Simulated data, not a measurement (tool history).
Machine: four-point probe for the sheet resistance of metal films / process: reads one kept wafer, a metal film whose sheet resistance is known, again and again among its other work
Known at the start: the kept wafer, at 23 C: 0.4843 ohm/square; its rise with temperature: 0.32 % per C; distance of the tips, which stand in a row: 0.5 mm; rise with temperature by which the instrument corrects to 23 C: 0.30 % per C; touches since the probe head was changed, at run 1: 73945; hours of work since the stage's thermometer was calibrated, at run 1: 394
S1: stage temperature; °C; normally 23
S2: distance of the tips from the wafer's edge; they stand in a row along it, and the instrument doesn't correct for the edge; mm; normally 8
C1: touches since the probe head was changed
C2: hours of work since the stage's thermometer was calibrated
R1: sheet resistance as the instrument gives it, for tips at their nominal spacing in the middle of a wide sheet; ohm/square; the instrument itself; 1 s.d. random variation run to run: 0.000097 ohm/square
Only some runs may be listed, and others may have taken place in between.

Run 1, hour 0: usual settings; C1 73945; C2 394. Result: R1 0.482803 ohm/square.
Run 2, hour 27.3: usual settings but S2 6 mm; C1 75107; C2 411. Result: R1 0.483408 ohm/square.
Run 3, hour 50.5: usual settings but S2 10 mm; C1 76093; C2 426. Result: R1 0.482475 ohm/square.
Run 4, hour 78.1: usual settings but S2 10 mm; C1 77267; C2 443. Result: R1 0.482559 ohm/square.
Run 5, hour 107.1: usual settings but S2 10 mm; C1 78502; C2 462. Result: R1 0.482239 ohm/square.
Run 6, hour 127.2: usual settings but S2 36 mm; C1 79354; C2 475. Result: R1 0.481577 ohm/square.
Run 7, hour 142.1: usual settings but S2 36 mm; C1 79989; C2 484. Result: R1 0.48166 ohm/square.
Run 8, hour 165: usual settings; C1 80966; C2 499. Result: R1 0.482534 ohm/square.
Run 9, hour 193.5: usual settings but S1 20 °C; C1 82175; C2 517. Result: R1 0.482372 ohm/square.
Run 10, hour 219.2: usual settings but S1 20 °C; C1 83270; C2 533. Result: R1 0.482117 ohm/square.
Run 11, hour 249.6: usual settings but S1 20 °C; C1 84561; C2 553. Result: R1 0.482119 ohm/square.
Run 12, hour 274.7: usual settings but S1 20 °C; C1 85629; C2 569. Result: R1 0.482177 ohm/square.
Run 13, hour 297.7: usual settings but S1 20 °C; C1 86607; C2 583. Result: R1 0.482193 ohm/square.
At hour 300.2: stage's thermometer calibrated.
Run 14, hour 314.1: usual settings; C1 87284; C2 9. Result: R1 0.48239 ohm/square.
Run 15, hour 343.1: usual settings; C1 88518; C2 27. Result: R1 0.482078 ohm/square.
Run 16, hour 373.1: usual settings; C1 89796; C2 47. Result: R1 0.482254 ohm/square.
Run 17, hour 386.4: usual settings; C1 90362; C2 55. Result: R1 0.482171 ohm/square.
Run 18, hour 418.2: usual settings; C1 91714; C2 75. Result: R1 0.482192 ohm/square.
Run 19, hour 441.2: usual settings; C1 92692; C2 90. Result: R1 0.482041 ohm/square.
Run 20, hour 454.9: usual settings but S1 21 °C, S2 4 mm; C1 93275; C2 99. Result: R1 0.484968 ohm/square.
At hour 458.2: stage's thermometer calibrated, once more.
Run 21, hour 471.5: usual settings but S1 24 °C, S2 3 mm; C1 93959; C2 8. Result: R1 0.488661 ohm/square.
Run 22, hour 487.8: usual settings but S1 19 °C, S2 21 mm; C1 94655; C2 19. Result: R1 0.481197 ohm/square.
Run 23, hour 514.2: usual settings but S1 20 °C; C1 95777; C2 36. Result: R1 0.482107 ohm/square.
Run 24, hour 544.8: usual settings but S1 24 °C, S2 43 mm; C1 97076; C2 55. Result: R1 0.481542 ohm/square.
Run 25, hour 563.8: usual settings but S1 19 °C; C1 97886; C2 67. Result: R1 0.481942 ohm/square.
Run 26, hour 589.1: usual settings but S1 26 °C, S2 55 mm; C1 98961; C2 83. Result: R1 0.481807 ohm/square.
Run 27, hour 613.3: usual settings but S1 20 °C, S2 4 mm; C1 99992; C2 99. Result: R1 0.484934 ohm/square.
Run 28, hour 636.7: usual settings but S1 20 °C, S2 4 mm; C1 100985; C2 114. Result: R1 0.485001 ohm/square.
Run 29, hour 650.3: usual settings but S1 20 °C, S2 4 mm; C1 101567; C2 123. Result: R1 0.484904 ohm/square.
Run 30, hour 673.2: usual settings but S1 33 °C, S2 20 mm; C1 102538; C2 137. Result: R1 0.48235 ohm/square.
Run 31, hour 702: usual settings but S1 20 °C, S2 31 mm; C1 103763; C2 155. Result: R1 0.480831 ohm/square.
Run 32, hour 724.2: usual settings but S1 20 °C, S2 31 mm; C1 104710; C2 170. Result: R1 0.480816 ohm/square.
Run 33, hour 746.5: usual settings but S1 20 °C, S2 31 mm; C1 105656; C2 184. Result: R1 0.480837 ohm/square.
Run 34, hour 776.6: usual settings but S1 18 °C, S2 18 mm; C1 106939; C2 203. Result: R1 0.480921 ohm/square.
Run 35, hour 796.7: usual settings but S1 25 °C, S2 5 mm; C1 107793; C2 216. Result: R1 0.4838 ohm/square.
Run 36, hour 827.9: usual settings but S1 28 °C, S2 64 mm; C1 109118; C2 236. Result: R1 0.481522 ohm/square.
Run 37, hour 856.6: usual settings but S2 64 mm; C1 110343; C2 254. Result: R1 0.480995 ohm/square.

A few steps of R1 between consecutive runs. Split each: what settings, incoming material and random variation would produce without the hidden state, and what is left over for the hidden state, along with gauge scatter present in only one of the two compared results (measured, and without hidden state):
What the log doesn't record here: inner tips' distance over the nominal, %; tips' flats over new ones', %; wafer's true temperature over the reading, C; drift of the gauge itself on sheet_ohm, %.
Run 13 -> 14: S1 20 -> 23, stage's thermometer calibrated. R1 +0.000197 ohm/square: hidden state -0.000222, all else +0.000419.
Run 20 -> 21: S1 21 -> 24, S2 4 -> 3, stage's thermometer calibrated, once more. R1 +0.003693 ohm/square: hidden state +0.000504, all else +0.003189.
Run 21 -> 22: S1 24 -> 19, S2 3 -> 21. R1 -0.007464 ohm/square: hidden state +0.000019, all else -0.007483.
Run 26 -> 27: S1 26 -> 20, S2 55 -> 4. R1 +0.003127 ohm/square: hidden state -0.000051, all else +0.003178.
